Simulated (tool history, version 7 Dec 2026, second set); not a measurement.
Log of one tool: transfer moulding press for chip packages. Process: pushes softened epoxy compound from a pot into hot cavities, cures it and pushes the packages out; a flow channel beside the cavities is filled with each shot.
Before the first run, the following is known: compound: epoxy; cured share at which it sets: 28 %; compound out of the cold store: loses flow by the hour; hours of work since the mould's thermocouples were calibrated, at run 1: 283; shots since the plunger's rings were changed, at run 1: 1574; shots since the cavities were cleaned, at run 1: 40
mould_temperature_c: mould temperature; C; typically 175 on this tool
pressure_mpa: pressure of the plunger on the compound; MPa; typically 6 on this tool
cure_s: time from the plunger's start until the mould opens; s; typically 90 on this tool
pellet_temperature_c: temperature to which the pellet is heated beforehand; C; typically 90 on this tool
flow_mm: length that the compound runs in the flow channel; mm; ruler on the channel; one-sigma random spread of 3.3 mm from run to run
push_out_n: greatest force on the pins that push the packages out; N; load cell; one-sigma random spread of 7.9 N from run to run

run	hour	mould_temperature_c	pressure_mpa	cure_s	pellet_temperature_c	hours of work since the mould's thermocouples were calibrated	shots since the plunger's rings were changed	shots since the cavities were cleaned	incoming compound's hours out of the cold store	flow_mm	push_out_n
1	0	175	6	90	90	283	1574	40	25.9	954	381
# hour 42.6: cavities cleaned with cleaning compound and waxed
# hour 87.8: cavities cleaned with cleaning compound and waxed
2	92.9	175	6	90	90	337	2601	59	37.6	913	375
# hour 135.3: cavities cleaned with cleaning compound and waxed
3	157	175	6	90	90	374	3315	248	40.8	889	453
# hour 182: cavities cleaned with cleaning compound and waxed
4	208.9	175	6	90	90	403	3891	307	11.7	953	499
# hour 229.7: cavities cleaned with cleaning compound and waxed
# hour 263.3: mould's thermocouples calibrated
5	263.3	175	6	90	90	0	4473	362	34.1	897	518
# hour 279.1: cavities cleaned with cleaning compound and waxed
# hour 328.7: plunger's sealing rings changed
# hour 330.2: cavities cleaned with cleaning compound and waxed
6	357.3	175	6	90	90	52	310	310	10.1	1014	500
# hour 373.2: cavities cleaned with cleaning compound and waxed
7	397.5	175	5.06	90	90	75	752	277	29.8	870	483
# hour 417.1: cavities cleaned with cleaning compound and waxed
# hour 465.6: cavities cleaned with cleaning compound and waxed
8	481.5	175	5.06	90	90	123	1677	181	15.3	898	422
# hour 510.3: cavities cleaned with cleaning compound and waxed
# hour 554.3: cavities cleaned with cleaning compound and waxed
9	563.8	175	5.06	90	90	170	2582	108	43.7	821	397
# hour 598.5: cavities cleaned with cleaning compound and waxed
# hour 638.4: mould's thermocouples calibrated, once more
10	639	175	6.45	90	90	0	3402	440	41.5	929	516
# hour 645.4: cavities cleaned with cleaning compound and waxed
11	681.9	175	6.45	90	95	25	3874	416	42.6	924	529
# hour 690: cavities cleaned with cleaning compound and waxed
# hour 733.9: cavities cleaned with cleaning compound and waxed
12	766.4	175	6.45	90	95	73	4805	371	19.9	956	519
# hour 780.9: cavities cleaned with cleaning compound and waxed
# hour 803.4: plunger's sealing rings changed
# hour 833.1: cavities cleaned with cleaning compound and waxed
13	860.6	175	6.45	90	95	126	636	313	24	997	490
# hour 877.7: cavities cleaned with cleaning compound and waxed
14	901.8	175	6.45	90	95	149	1090	276	30.4	981	470
# hour 922.8: cavities cleaned with cleaning compound and waxed
# hour 969.6: cavities cleaned with cleaning compound and waxed
15	988.9	170	7.02	81	81	199	2050	220	39	1014	868
# hour 1014.5: cavities cleaned with cleaning compound and waxed
16	1029.5	170	7.02	81	81	222	2497	171	45.9	983	823
# hour 1058.3: cavities cleaned with cleaning compound and waxed
# hour 1102.9: cavities cleaned with cleaning compound and waxed
17	1102.9	170	7.02	81	81	264	3301	0	19.7	1042	676
# hour 1148.9: cavities cleaned with cleaning compound and waxed
18	1171.7	183	5.87	90	89	304	4070	261	14.5	911	366
# hour 1193.5: cavities cleaned with cleaning compound and waxed
19	1212.4	183	5.87	90	89	327	4518	216	20.9	882	360
# hour 1241.5: cavities cleaned with cleaning compound and waxed
20	1252.3	183	4.68	102	89	349	4956	123	27.6	776	308
# hour 1275: plunger's sealing rings changed
# hour 1288.5: cavities cleaned with cleaning compound and waxed
# hour 1335.5: cavities cleaned with cleaning compound and waxed
21	1344.1	183	4.68	102	89	401	756	99	23.3	832	286
# hour 1383.7: cavities cleaned with cleaning compound and waxed
# hour 1405.8: mould's thermocouples calibrated
22	1405.8	183	4.68	102	89	0	1421	230	43	784	339
# hour 1431.7: cavities cleaned with cleaning compound and waxed
23	1467.7	175	5.58	79	90	36	2111	411	34.4	898	661
# hour 1477.7: cavities cleaned with cleaning compound and waxed
# hour 1523.9: cavities cleaned with cleaning compound and waxed
24	1546.6	175	6	96	90	81	2977	259	34.9	916	444

Here are 5 independent what-if runs from the current tool condition. What would each one return?
# hour 1570.8: cavities cleaned with cleaning compound and waxed
A	1585.3	175	6	121	90	103	3402	166	21.3	?	?
# hour 1570.8: cavities cleaned with cleaning compound and waxed
B	1585.3	178	4.7	90	90	103	3402	166	27.2	?	?
# hour 1570.8: cavities cleaned with cleaning compound and waxed
C	1585.3	179	7.23	96	90	103	3402	166	27.7	?	?
# hour 1570.8: cavities cleaned with cleaning compound and waxed
D	1585.3	174	6	90	88	103	3402	166	20.7	?	?
# hour 1570.8: cavities cleaned with cleaning compound and waxed
E	1585.3	179	6.16	90	89	103	3402	166	21.2	?	?

run	flow_mm	push_out_n
A	943	341
B	810	397
C	1006	345
D	950	495
E	945	384
Without the tool's hidden state the same runs would have given:
run	flow_mm	push_out_n
A	986	262
B	847	306
C	1052	263
D	994	382
E	988	294
